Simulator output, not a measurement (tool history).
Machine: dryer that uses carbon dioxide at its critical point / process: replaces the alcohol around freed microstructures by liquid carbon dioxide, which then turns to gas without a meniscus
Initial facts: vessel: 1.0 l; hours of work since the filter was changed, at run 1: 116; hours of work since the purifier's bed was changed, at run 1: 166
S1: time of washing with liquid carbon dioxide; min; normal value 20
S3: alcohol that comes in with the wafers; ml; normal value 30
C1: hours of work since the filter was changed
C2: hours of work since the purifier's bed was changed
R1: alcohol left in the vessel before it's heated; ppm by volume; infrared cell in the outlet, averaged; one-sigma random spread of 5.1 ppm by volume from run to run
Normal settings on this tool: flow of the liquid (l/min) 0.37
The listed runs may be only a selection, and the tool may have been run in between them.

{"run": 1, "hour": 0.0, "S1": 20, "flow of the liquid (l/min)": 0.37, "S3": 30, "C1": 116, "C2": 166, "R1": 118}
{"run": 2, "hour": 35.5, "S1": 20, "flow of the liquid (l/min)": 0.37, "S3": 49, "C1": 130, "C2": 180, "R1": 179}
{"run": 3, "hour": 79.6, "S1": 20, "flow of the liquid (l/min)": 0.37, "S3": 49, "C1": 147, "C2": 197, "R1": 187}
{"run": 4, "hour": 129.2, "S1": 20, "flow of the liquid (l/min)": 0.37, "S3": 53, "C1": 166, "C2": 217, "R1": 220}
{"run": 5, "hour": 162.1, "S1": 20, "flow of the liquid (l/min)": 0.37, "S3": 53, "C1": 179, "C2": 230, "R1": 218}
{"run": 6, "hour": 190.4, "S1": 20, "flow of the liquid (l/min)": 0.37, "S3": 53, "C1": 190, "C2": 241, "R1": 220}
{"run": 7, "hour": 225.0, "S1": 20, "flow of the liquid (l/min)": 0.37, "S3": 53, "C1": 204, "C2": 254, "R1": 231}
{"run": 8, "hour": 259.1, "S1": 20, "flow of the liquid (l/min)": 0.37, "S3": 53, "C1": 217, "C2": 268, "R1": 238}
{"run": 9, "hour": 292.1, "S1": 20, "flow of the liquid (l/min)": 0.37, "S3": 53, "C1": 230, "C2": 280, "R1": 240}
{"run": 10, "hour": 346.0, "S1": 22, "flow of the liquid (l/min)": 0.588, "S3": 30, "C1": 251, "C2": 302, "R1": 31}
{"run": 11, "hour": 368.3, "S1": 18, "flow of the liquid (l/min)": 0.241, "S3": 30, "C1": 260, "C2": 310, "R1": 1233}
{"run": 12, "hour": 413.0, "S1": 18, "flow of the liquid (l/min)": 0.241, "S3": 108, "C1": 277, "C2": 328, "R1": 4552}
{"run": 13, "hour": 438.6, "S1": 18, "flow of the liquid (l/min)": 0.241, "S3": 38, "C1": 287, "C2": 338, "R1": 1606}
{"run": 14, "hour": 473.1, "S1": 23, "flow of the liquid (l/min)": 0.586, "S3": 29, "C1": 301, "C2": 351, "R1": 24}

A few steps of R1 between consecutive runs. Split each: what settings, incoming material and random variation would produce without the hidden state, and what is left over for the hidden state, along with gauge scatter present in only one of the two compared results (measured, and without hidden state):
Hidden state at play: flow that reaches the vessel past the clogged filter, %; alcohol in the recycled carbon dioxide, ppm; drift of the gauge itself on alcohol_ppm, %.
Run 11 -> 12: S3 30 -> 108. R1 +3319 ppm by volume: hidden state +1021, all else +2298.
